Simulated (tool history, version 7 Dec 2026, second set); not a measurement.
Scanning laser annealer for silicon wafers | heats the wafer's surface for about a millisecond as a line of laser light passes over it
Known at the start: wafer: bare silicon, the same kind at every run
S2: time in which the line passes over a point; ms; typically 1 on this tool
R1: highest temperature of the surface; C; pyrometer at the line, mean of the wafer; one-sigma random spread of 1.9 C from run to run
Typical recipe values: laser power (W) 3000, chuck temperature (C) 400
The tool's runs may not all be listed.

run 1 hour=0 | laser_power_(W)=3000 S2=1 chuck_temperature_(C)=400 | R1=1094
run 2 hour=13.2 | laser_power_(W)=3000 S2=1 chuck_temperature_(C)=400 | R1=1095
run 3 hour=40.7 | laser_power_(W)=3000 S2=0.73 chuck_temperature_(C)=400 | R1=981
run 4 hour=67.5 | laser_power_(W)=3000 S2=1 chuck_temperature_(C)=400 | R1=1088
run 5 hour=94.5 | laser_power_(W)=3000 S2=0.87 chuck_temperature_(C)=400 | R1=1038
run 6 hour=118.4 | laser_power_(W)=3000 S2=1 chuck_temperature_(C)=373 | R1=1059
run 7 hour=144.1 | laser_power_(W)=3000 S2=1.19 chuck_temperature_(C)=400 | R1=1155
run 8 hour=170 | laser_power_(W)=3000 S2=1.19 chuck_temperature_(C)=400 | R1=1157
-- hour=180.7 window over the wafer cleaned
run 9 hour=186.1 | laser_power_(W)=3000 S2=1.19 chuck_temperature_(C)=400 | R1=1180
run 10 hour=211.9 | laser_power_(W)=3000 S2=1.19 chuck_temperature_(C)=400 | R1=1175
run 11 hour=242.6 | laser_power_(W)=3000 S2=1.19 chuck_temperature_(C)=400 | R1=1176
run 12 hour=257.9 | laser_power_(W)=3000 S2=1.19 chuck_temperature_(C)=400 | R1=1173
run 13 hour=273.1 | laser_power_(W)=3000 S2=1.19 chuck_temperature_(C)=400 | R1=1172
run 14 hour=291.6 | laser_power_(W)=3000 S2=0.86 chuck_temperature_(C)=400 | R1=1045
run 15 hour=316.3 | laser_power_(W)=3000 S2=0.86 chuck_temperature_(C)=400 | R1=1046
run 16 hour=337.6 | laser_power_(W)=3000 S2=0.86 chuck_temperature_(C)=400 | R1=1047
run 17 hour=358 | laser_power_(W)=3000 S2=1 chuck_temperature_(C)=400 | R1=1101
run 18 hour=383.6 | laser_power_(W)=3000 S2=0.92 chuck_temperature_(C)=400 | R1=1069
run 19 hour=414.6 | laser_power_(W)=3000 S2=1 chuck_temperature_(C)=400 | R1=1099
run 20 hour=436.4 | laser_power_(W)=3000 S2=1 chuck_temperature_(C)=400 | R1=1096
run 21 hour=456.6 | laser_power_(W)=3000 S2=1 chuck_temperature_(C)=380 | R1=1076
run 22 hour=477.2 | laser_power_(W)=2797 S2=0.89 chuck_temperature_(C)=439 | R1=1048
run 23 hour=497.3 | laser_power_(W)=2797 S2=0.89 chuck_temperature_(C)=439 | R1=1046
run 24 hour=525.4 | laser_power_(W)=2983 S2=1.22 chuck_temperature_(C)=367 | R1=1137
run 25 hour=548.3 | laser_power_(W)=2856 S2=1.16 chuck_temperature_(C)=400 | R1=1120
run 26 hour=571.8 | laser_power_(W)=2856 S2=1.16 chuck_temperature_(C)=400 | R1=1115
run 27 hour=602.6 | laser_power_(W)=2856 S2=1.16 chuck_temperature_(C)=400 | R1=1114
run 28 hour=621.4 | laser_power_(W)=2856 S2=1.16 chuck_temperature_(C)=400 | R1=1113
run 29 hour=643.1 | laser_power_(W)=2633 S2=1 chuck_temperature_(C)=400 | R1=1010
run 30 hour=664.5 | laser_power_(W)=2633 S2=1 chuck_temperature_(C)=400 | R1=1009
run 31 hour=690.2 | laser_power_(W)=2797 S2=0.96 chuck_temperature_(C)=393 | R1=1022
run 32 hour=719.9 | laser_power_(W)=2975 S2=0.93 chuck_temperature_(C)=417 | R1=1070
run 33 hour=743.8 | laser_power_(W)=2975 S2=0.73 chuck_temperature_(C)=426 | R1=994
run 34 hour=763.1 | laser_power_(W)=2975 S2=0.73 chuck_temperature_(C)=426 | R1=995
run 35 hour=779 | laser_power_(W)=2975 S2=0.73 chuck_temperature_(C)=426 | R1=993
run 36 hour=800.9 | laser_power_(W)=2975 S2=0.73 chuck_temperature_(C)=426 | R1=993
run 37 hour=814 | laser_power_(W)=2617 S2=1.1 chuck_temperature_(C)=416 | R1=1048
-- hour=817.9 window over the wafer cleaned
run 38 hour=845.2 | laser_power_(W)=3282 S2=0.77 chuck_temperature_(C)=405 | R1=1065
run 39 hour=864.3 | laser_power_(W)=2916 S2=1 chuck_temperature_(C)=400 | R1=1079
run 40 hour=887.2 | laser_power_(W)=2594 S2=0.8 chuck_temperature_(C)=429 | R1=968
run 41 hour=910 | laser_power_(W)=2594 S2=0.88 chuck_temperature_(C)=429 | R1=994

Each row is a separate what-if for the run after 41, all from the same tool condition, not one after another. Results?
run A hour=933.3 | laser_power_(W)=3194 S2=0.87 chuck_temperature_(C)=439 | R1=?
run B hour=933.3 | laser_power_(W)=3134 S2=1 chuck_temperature_(C)=418 | R1=?
run C hour=933.3 | laser_power_(W)=3046 S2=1 chuck_temperature_(C)=394 | R1=?

run=A R1=1120
run=B R1=1144
run=C R1=1099
Had the tool no hidden state, the same runs would have come out as:
run=A R1=1134
run=B R1=1159
run=C R1=1114

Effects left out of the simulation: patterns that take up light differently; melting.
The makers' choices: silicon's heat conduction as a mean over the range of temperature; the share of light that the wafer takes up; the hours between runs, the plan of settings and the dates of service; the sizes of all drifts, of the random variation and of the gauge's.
